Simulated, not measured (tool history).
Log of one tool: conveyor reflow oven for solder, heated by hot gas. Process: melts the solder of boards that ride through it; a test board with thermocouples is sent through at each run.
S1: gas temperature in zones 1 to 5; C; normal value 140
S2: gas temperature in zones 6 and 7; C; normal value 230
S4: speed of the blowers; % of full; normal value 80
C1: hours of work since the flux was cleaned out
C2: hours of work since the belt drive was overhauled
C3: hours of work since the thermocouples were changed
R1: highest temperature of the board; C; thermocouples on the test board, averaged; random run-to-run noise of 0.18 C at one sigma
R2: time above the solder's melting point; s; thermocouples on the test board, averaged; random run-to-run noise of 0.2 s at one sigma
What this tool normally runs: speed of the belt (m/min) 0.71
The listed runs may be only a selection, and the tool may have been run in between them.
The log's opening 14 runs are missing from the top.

{"run": 15, "day": 18.154, "S1": 140, "S2": 230, "speed of the belt (m/min)": 0.71, "S4": 56, "C1": 84, "C2": 393, "C3": 831, "R1": 212, "R2": 46.9}
{"run": 16, "day": 19.417, "S1": 140, "S2": 230, "speed of the belt (m/min)": 0.733, "S4": 80, "C1": 103, "C2": 412, "C3": 851, "R1": 216.1, "R2": 49.1}
{"run": 17, "day": 20.817, "S1": 140, "S2": 230, "speed of the belt (m/min)": 0.733, "S4": 80, "C1": 124, "C2": 433, "C3": 872, "R1": 215.6, "R2": 49.1}
{"run": 18, "day": 21.667, "S1": 143, "S2": 240, "speed of the belt (m/min)": 0.71, "S4": 80, "C1": 137, "C2": 446, "C3": 885, "R1": 226.1, "R2": 58.2}
{"run": 19, "day": 22.55, "S1": 143, "S2": 235, "speed of the belt (m/min)": 0.71, "S4": 88, "C1": 151, "C2": 460, "C3": 898, "R1": 222.9, "R2": 56.7}
{"run": 20, "day": 23.521, "S1": 149, "S2": 230, "speed of the belt (m/min)": 0.71, "S4": 64, "C1": 166, "C2": 475, "C3": 913, "R1": 215.3, "R2": 53.4}
{"run": 21, "day": 25.212, "S1": 149, "S2": 230, "speed of the belt (m/min)": 0.71, "S4": 64, "C1": 191, "C2": 500, "C3": 939, "R1": 215.2, "R2": 53.4}
{"run": 22, "day": 26.7, "S1": 149, "S2": 230, "speed of the belt (m/min)": 0.71, "S4": 64, "C1": 214, "C2": 523, "C3": 962, "R1": 214.7, "R2": 53}
{"day": 27.225, "done": "thermocouples of zones 6 and 7 changed"}
{"run": 23, "day": 28.425, "S1": 149, "S2": 230, "speed of the belt (m/min)": 0.71, "S4": 64, "C1": 239, "C2": 548, "C3": 18, "R1": 213.4, "R2": 51.6}
{"run": 24, "day": 29.738, "S1": 149, "S2": 230, "speed of the belt (m/min)": 0.71, "S4": 64, "C1": 259, "C2": 568, "C3": 38, "R1": 213.4, "R2": 51.8}
{"day": 30.088, "done": "flux residue cleaned out of gas plates and filters"}
{"run": 25, "day": 31.546, "S1": 153, "S2": 223, "speed of the belt (m/min)": 0.749, "S4": 79, "C1": 22, "C2": 593, "C3": 63, "R1": 210.6, "R2": 49.6}
{"run": 26, "day": 33.283, "S1": 137, "S2": 237, "speed of the belt (m/min)": 0.71, "S4": 80, "C1": 49, "C2": 619, "C3": 89, "R1": 221.4, "R2": 54.1}
{"run": 27, "day": 34.438, "S1": 137, "S2": 237, "speed of the belt (m/min)": 0.71, "S4": 80, "C1": 66, "C2": 637, "C3": 107, "R1": 221.4, "R2": 54.2}
{"run": 28, "day": 35.688, "S1": 146, "S2": 235, "speed of the belt (m/min)": 0.799, "S4": 80, "C1": 85, "C2": 656, "C3": 126, "R1": 217.9, "R2": 48}
{"run": 29, "day": 37.033, "S1": 138, "S2": 221, "speed of the belt (m/min)": 0.714, "S4": 57, "C1": 106, "C2": 676, "C3": 147, "R1": 202.7, "R2": 37.4}
{"run": 30, "day": 37.938, "S1": 140, "S2": 242, "speed of the belt (m/min)": 0.788, "S4": 80, "C1": 120, "C2": 690, "C3": 160, "R1": 222.4, "R2": 49.5}
{"run": 31, "day": 39.254, "S1": 146, "S2": 240, "speed of the belt (m/min)": 0.669, "S4": 76, "C1": 140, "C2": 710, "C3": 180, "R1": 226.3, "R2": 63.6}
{"run": 32, "day": 40.892, "S1": 129, "S2": 240, "speed of the belt (m/min)": 0.669, "S4": 76, "C1": 165, "C2": 735, "C3": 205, "R1": 223.5, "R2": 56}

Predict each of these 3 candidate next runs independently; none follows another, all start after run 32:
{"run": "A", "day": 42.171, "S1": 129, "S2": 220, "speed of the belt (m/min)": 0.687, "S4": 76, "C1": 184, "C2": 755, "C3": 225, "R1": "?", "R2": "?"}
{"run": "B", "day": 42.171, "S1": 146, "S2": 240, "speed of the belt (m/min)": 0.699, "S4": 76, "C1": 184, "C2": 755, "C3": 225, "R1": "?", "R2": "?"}
{"run": "C", "day": 42.171, "S1": 129, "S2": 240, "speed of the belt (m/min)": 0.652, "S4": 85, "C1": 184, "C2": 755, "C3": 225, "R1": "?", "R2": "?"}

run=A R1=205.1 R2=40.1
run=B R1=224.9 R2=59.7
run=C R1=226.1 R2=59.7
With no hidden state in the tool, these same runs would have given:
run=A R1=205.5 R2=40.2
run=B R1=225.3 R2=59.1
run=C R1=226.6 R2=59.3
